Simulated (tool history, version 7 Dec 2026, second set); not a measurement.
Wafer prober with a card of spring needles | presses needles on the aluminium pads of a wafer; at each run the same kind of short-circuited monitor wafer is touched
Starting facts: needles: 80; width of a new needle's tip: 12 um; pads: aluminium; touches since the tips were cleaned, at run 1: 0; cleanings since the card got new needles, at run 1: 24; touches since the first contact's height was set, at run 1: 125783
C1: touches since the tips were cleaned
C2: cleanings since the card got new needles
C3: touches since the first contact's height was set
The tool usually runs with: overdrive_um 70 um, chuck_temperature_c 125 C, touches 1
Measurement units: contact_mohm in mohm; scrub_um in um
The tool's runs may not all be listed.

{"run": 1, "hour": 0.0, "overdrive_um": 70, "chuck_temperature_c": 125, "touches": 1, "C1": 0, "C2": 24, "C3": 125783, "contact_mohm": 188, "scrub_um": 11.96}
{"run": 2, "hour": 15.2, "overdrive_um": 70, "chuck_temperature_c": 38, "touches": 1, "C1": 3344, "C2": 24, "C3": 129127, "contact_mohm": 170, "scrub_um": 11.95}
{"hour": 21.2, "done": "tips cleaned on abrasive film"}
{"run": 3, "hour": 38.3, "overdrive_um": 70, "chuck_temperature_c": 38, "touches": 1, "C1": 3763, "C2": 25, "C3": 134198, "contact_mohm": 170, "scrub_um": 11.96}
{"hour": 41.8, "done": "tips cleaned on abrasive film"}
{"run": 4, "hour": 49.3, "overdrive_um": 70, "chuck_temperature_c": 125, "touches": 1, "C1": 1650, "C2": 26, "C3": 136599, "contact_mohm": 188, "scrub_um": 11.93}
{"hour": 62.1, "done": "tips cleaned on abrasive film"}
{"run": 5, "hour": 68.7, "overdrive_um": 70, "chuck_temperature_c": 125, "touches": 1, "C1": 1441, "C2": 27, "C3": 140855, "contact_mohm": 189, "scrub_um": 11.93}
{"hour": 83.4, "done": "tips cleaned on abrasive film"}
{"run": 6, "hour": 87.9, "overdrive_um": 87, "chuck_temperature_c": 125, "touches": 1, "C1": 991, "C2": 28, "C3": 145057, "contact_mohm": 187, "scrub_um": 14.81}
{"run": 7, "hour": 101.0, "overdrive_um": 70, "chuck_temperature_c": 125, "touches": 1, "C1": 3891, "C2": 28, "C3": 147957, "contact_mohm": 190, "scrub_um": 11.92}
{"hour": 104.3, "done": "tips cleaned on abrasive film"}
{"run": 8, "hour": 117.0, "overdrive_um": 70, "chuck_temperature_c": 91, "touches": 1, "C1": 2798, "C2": 29, "C3": 151459, "contact_mohm": 185, "scrub_um": 11.85}
{"hour": 125.9, "done": "tips cleaned on abrasive film"}
{"run": 9, "hour": 132.2, "overdrive_um": 70, "chuck_temperature_c": 91, "touches": 1, "C1": 1386, "C2": 30, "C3": 154790, "contact_mohm": 179, "scrub_um": 11.86}
{"run": 10, "hour": 142.3, "overdrive_um": 70, "chuck_temperature_c": 125, "touches": 2, "C1": 3610, "C2": 30, "C3": 157014, "contact_mohm": 188, "scrub_um": 11.83}
{"hour": 147.8, "done": "tips cleaned on abrasive film"}
{"run": 11, "hour": 160.9, "overdrive_um": 87, "chuck_temperature_c": 125, "touches": 2, "C1": 2879, "C2": 31, "C3": 161091, "contact_mohm": 185, "scrub_um": 14.71}
{"hour": 168.7, "done": "tips cleaned on abrasive film"}
{"run": 12, "hour": 171.5, "overdrive_um": 87, "chuck_temperature_c": 125, "touches": 2, "C1": 613, "C2": 32, "C3": 163402, "contact_mohm": 187, "scrub_um": 14.71}
{"run": 13, "hour": 187.8, "overdrive_um": 87, "chuck_temperature_c": 125, "touches": 2, "C1": 4211, "C2": 32, "C3": 167000, "contact_mohm": 186, "scrub_um": 14.68}
{"hour": 190.4, "done": "tips cleaned on abrasive film"}
{"run": 14, "hour": 207.0, "overdrive_um": 70, "chuck_temperature_c": 60, "touches": 1, "C1": 3675, "C2": 33, "C3": 171213, "contact_mohm": 177, "scrub_um": 11.8}
{"hour": 210.8, "done": "tips cleaned on abrasive film"}
{"run": 15, "hour": 229.8, "overdrive_um": 70, "chuck_temperature_c": 60, "touches": 1, "C1": 4170, "C2": 34, "C3": 176201, "contact_mohm": 172, "scrub_um": 11.75}
{"hour": 231.1, "done": "tips cleaned on abrasive film"}
{"run": 16, "hour": 242.4, "overdrive_um": 70, "chuck_temperature_c": 60, "touches": 1, "C1": 2485, "C2": 35, "C3": 178957, "contact_mohm": 174, "scrub_um": 11.76}
{"hour": 253.0, "done": "tips cleaned on abrasive film"}
{"run": 17, "hour": 266.2, "overdrive_um": 70, "chuck_temperature_c": 125, "touches": 2, "C1": 2897, "C2": 36, "C3": 184175, "contact_mohm": 189, "scrub_um": 11.74}
{"hour": 273.6, "done": "tips cleaned on abrasive film"}
{"run": 18, "hour": 288.1, "overdrive_um": 88, "chuck_temperature_c": 35, "touches": 2, "C1": 3202, "C2": 37, "C3": 188991, "contact_mohm": 168, "scrub_um": 14.77}
{"hour": 294.3, "done": "tips cleaned on abrasive film"}
{"run": 19, "hour": 301.8, "overdrive_um": 52, "chuck_temperature_c": 35, "touches": 2, "C1": 1652, "C2": 38, "C3": 191992, "contact_mohm": 173, "scrub_um": 8.72}
{"hour": 316.7, "done": "tips cleaned on abrasive film"}
{"run": 20, "hour": 318.2, "overdrive_um": 52, "chuck_temperature_c": 35, "touches": 2, "C1": 346, "C2": 39, "C3": 195587, "contact_mohm": 172, "scrub_um": 8.69}
{"run": 21, "hour": 330.9, "overdrive_um": 79, "chuck_temperature_c": 50, "touches": 2, "C1": 3129, "C2": 39, "C3": 198370, "contact_mohm": 174, "scrub_um": 13.21}
{"hour": 337.3, "done": "tips cleaned on abrasive film"}
{"hour": 340.8, "done": "gauge calibrated"}
{"run": 22, "hour": 340.8, "overdrive_um": 61, "chuck_temperature_c": 28, "touches": 1, "C1": 771, "C2": 40, "C3": 200533, "contact_mohm": 172, "scrub_um": 10.45}
{"hour": 358.0, "done": "tips cleaned on abrasive film"}
{"run": 23, "hour": 358.7, "overdrive_um": 61, "chuck_temperature_c": 28, "touches": 1, "C1": 166, "C2": 41, "C3": 204469, "contact_mohm": 168, "scrub_um": 10.42}
{"run": 24, "hour": 373.6, "overdrive_um": 57, "chuck_temperature_c": 28, "touches": 1, "C1": 3447, "C2": 41, "C3": 207750, "contact_mohm": 171, "scrub_um": 9.72}
{"hour": 378.7, "done": "tips cleaned on abrasive film"}
{"run": 25, "hour": 396.2, "overdrive_um": 63, "chuck_temperature_c": 79, "touches": 2, "C1": 3851, "C2": 42, "C3": 212695, "contact_mohm": 182, "scrub_um": 10.73}
{"hour": 400.2, "done": "tips cleaned on abrasive film"}
{"hour": 408.6, "done": "height of the first contact set anew"}
{"run": 26, "hour": 415.3, "overdrive_um": 63, "chuck_temperature_c": 70, "touches": 2, "C1": 3270, "C2": 43, "C3": 1486, "contact_mohm": 178, "scrub_um": 10.73}
{"hour": 421.9, "done": "tips cleaned on abrasive film"}
{"run": 27, "hour": 434.6, "overdrive_um": 75, "chuck_temperature_c": 70, "touches": 2, "C1": 2815, "C2": 44, "C3": 5726, "contact_mohm": 177, "scrub_um": 12.77}
{"hour": 442.9, "done": "tips cleaned on abrasive film"}
{"run": 28, "hour": 449.9, "overdrive_um": 51, "chuck_temperature_c": 32, "touches": 1, "C1": 1547, "C2": 45, "C3": 9064, "contact_mohm": 176, "scrub_um": 8.67}
{"hour": 463.3, "done": "tips cleaned on abrasive film"}
{"run": 29, "hour": 467.6, "overdrive_um": 51, "chuck_temperature_c": 32, "touches": 1, "C1": 948, "C2": 46, "C3": 12942, "contact_mohm": 175, "scrub_um": 8.66}
{"hour": 484.0, "done": "tips cleaned on abrasive film"}
{"run": 30, "hour": 484.0, "overdrive_um": 51, "chuck_temperature_c": 32, "touches": 1, "C1": 0, "C2": 47, "C3": 16542, "contact_mohm": 172, "scrub_um": 8.62}
{"hour": 504.3, "done": "tips cleaned on abrasive film"}
{"run": 31, "hour": 505.0, "overdrive_um": 51, "chuck_temperature_c": 32, "touches": 1, "C1": 142, "C2": 48, "C3": 21136, "contact_mohm": 172, "scrub_um": 8.63}
{"run": 32, "hour": 516.0, "overdrive_um": 53, "chuck_temperature_c": 44, "touches": 2, "C1": 2571, "C2": 48, "C3": 23565, "contact_mohm": 175, "scrub_um": 8.98}
{"hour": 525.4, "done": "tips cleaned on abrasive film"}
{"run": 33, "hour": 525.9, "overdrive_um": 81, "chuck_temperature_c": 64, "touches": 1, "C1": 107, "C2": 49, "C3": 25735, "contact_mohm": 172, "scrub_um": 13.67}

Here are 4 independent what-if runs from the current tool condition. What would each one return?
{"run": "A", "hour": 540.7, "overdrive_um": 56, "chuck_temperature_c": 75, "touches": 1, "C1": 3371, "C2": 49, "C3": 28999, "contact_mohm": "?", "scrub_um": "?"}
{"run": "B", "hour": 540.7, "overdrive_um": 87, "chuck_temperature_c": 125, "touches": 1, "C1": 3371, "C2": 49, "C3": 28999, "contact_mohm": "?", "scrub_um": "?"}
{"run": "C", "hour": 540.7, "overdrive_um": 65, "chuck_temperature_c": 125, "touches": 1, "C1": 3371, "C2": 49, "C3": 28999, "contact_mohm": "?", "scrub_um": "?"}
{"run": "D", "hour": 540.7, "overdrive_um": 63, "chuck_temperature_c": 63, "touches": 2, "C1": 3371, "C2": 49, "C3": 28999, "contact_mohm": "?", "scrub_um": "?"}

run=A contact_mohm=183 scrub_um=9.45
run=B contact_mohm=187 scrub_um=14.70
run=C contact_mohm=190 scrub_um=10.94
run=D contact_mohm=178 scrub_um=10.65
With the hidden condition removed and each run's random variation left untouched, the same runs would have given:
run=A contact_mohm=182 scrub_um=9.59
run=B contact_mohm=186 scrub_um=14.91
run=C contact_mohm=189 scrub_um=11.10
run=D contact_mohm=178 scrub_um=10.80
